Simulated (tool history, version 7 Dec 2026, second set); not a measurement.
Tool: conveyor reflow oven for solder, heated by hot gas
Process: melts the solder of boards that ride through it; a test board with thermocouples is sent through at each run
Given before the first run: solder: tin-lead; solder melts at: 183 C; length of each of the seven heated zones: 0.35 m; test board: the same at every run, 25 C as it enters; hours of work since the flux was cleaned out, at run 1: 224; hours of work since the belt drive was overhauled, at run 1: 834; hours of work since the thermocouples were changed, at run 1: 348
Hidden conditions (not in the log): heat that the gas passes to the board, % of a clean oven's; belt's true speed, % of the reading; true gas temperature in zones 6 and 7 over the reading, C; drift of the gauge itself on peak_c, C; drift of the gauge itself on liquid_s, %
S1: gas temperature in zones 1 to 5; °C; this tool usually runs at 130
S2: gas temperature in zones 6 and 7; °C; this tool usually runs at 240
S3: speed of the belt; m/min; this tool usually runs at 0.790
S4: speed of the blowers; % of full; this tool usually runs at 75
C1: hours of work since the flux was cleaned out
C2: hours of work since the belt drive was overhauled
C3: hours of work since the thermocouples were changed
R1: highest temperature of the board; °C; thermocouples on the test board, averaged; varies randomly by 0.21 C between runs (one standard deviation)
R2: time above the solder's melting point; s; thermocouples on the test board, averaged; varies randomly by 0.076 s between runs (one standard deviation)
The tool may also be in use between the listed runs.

run,hour,S1,S2,S3,S4,C1,C2,C3,R1,R2
1,0.0,130,240,0.790,75,224,834,348,226.7,43.70
2,11.6,130,240,0.790,75,233,843,357,226.1,43.67
# hour 16.5: belt drive overhauled, speed set with a stopwatch
3,29.9,130,240,0.790,75,244,10,368,224.9,42.02
4,44.8,130,240,0.790,64,256,22,380,222.5,40.41
5,58.8,130,240,0.790,75,267,33,391,225.1,42.19
6,71.8,130,240,0.790,75,277,43,401,225.3,41.99
7,82.1,130,240,0.790,75,285,51,409,224.7,42.05
8,89.1,130,240,0.790,75,290,56,414,225.1,41.96
9,102.1,130,240,0.790,75,300,66,424,224.8,41.91
10,109.7,130,240,0.790,75,306,72,430,224.7,41.85
11,125.4,130,240,0.790,75,318,85,442,224.7,41.78
12,138.3,130,240,0.790,75,328,95,452,224.7,41.87
13,152.2,130,240,0.848,75,339,105,463,221.7,37.70
14,159.3,136,240,0.790,75,345,111,469,225.1,43.60
15,170.4,130,231,0.790,75,353,119,477,216.3,37.73
16,181.9,117,231,0.790,75,362,128,486,214.2,34.06
17,194.6,119,240,0.790,50,372,138,496,214.5,33.57
18,210.2,119,240,0.790,65,384,150,508,219.9,36.88
19,219.4,120,253,0.663,65,391,157,515,239.1,54.55
20,234.7,120,253,0.663,65,403,169,527,238.6,54.54
21,242.3,130,235,0.685,75,409,175,533,223.9,48.67
22,257.1,130,248,0.920,75,421,187,544,225.3,35.68
23,272.7,130,248,0.920,75,433,199,557,224.9,35.71
24,281.9,137,240,0.790,58,440,206,564,221.1,41.38
25,295.3,130,251,0.790,75,450,216,574,233.6,45.65
26,307.6,130,251,0.790,75,460,226,584,233.8,45.53
27,323.6,130,251,0.790,75,472,238,596,233.5,45.68

Predict the results of run 28:
# hour 331.8: flux residue cleaned out of gas plates and filters
28,343.2,131,251,0.813,75,9,250,607,?,?

R1: 238.0 °C
R2: 46.05 s
Minus the tool's unlogged condition, the same run would have read R1 235.6 °C, R2 44.96 s.
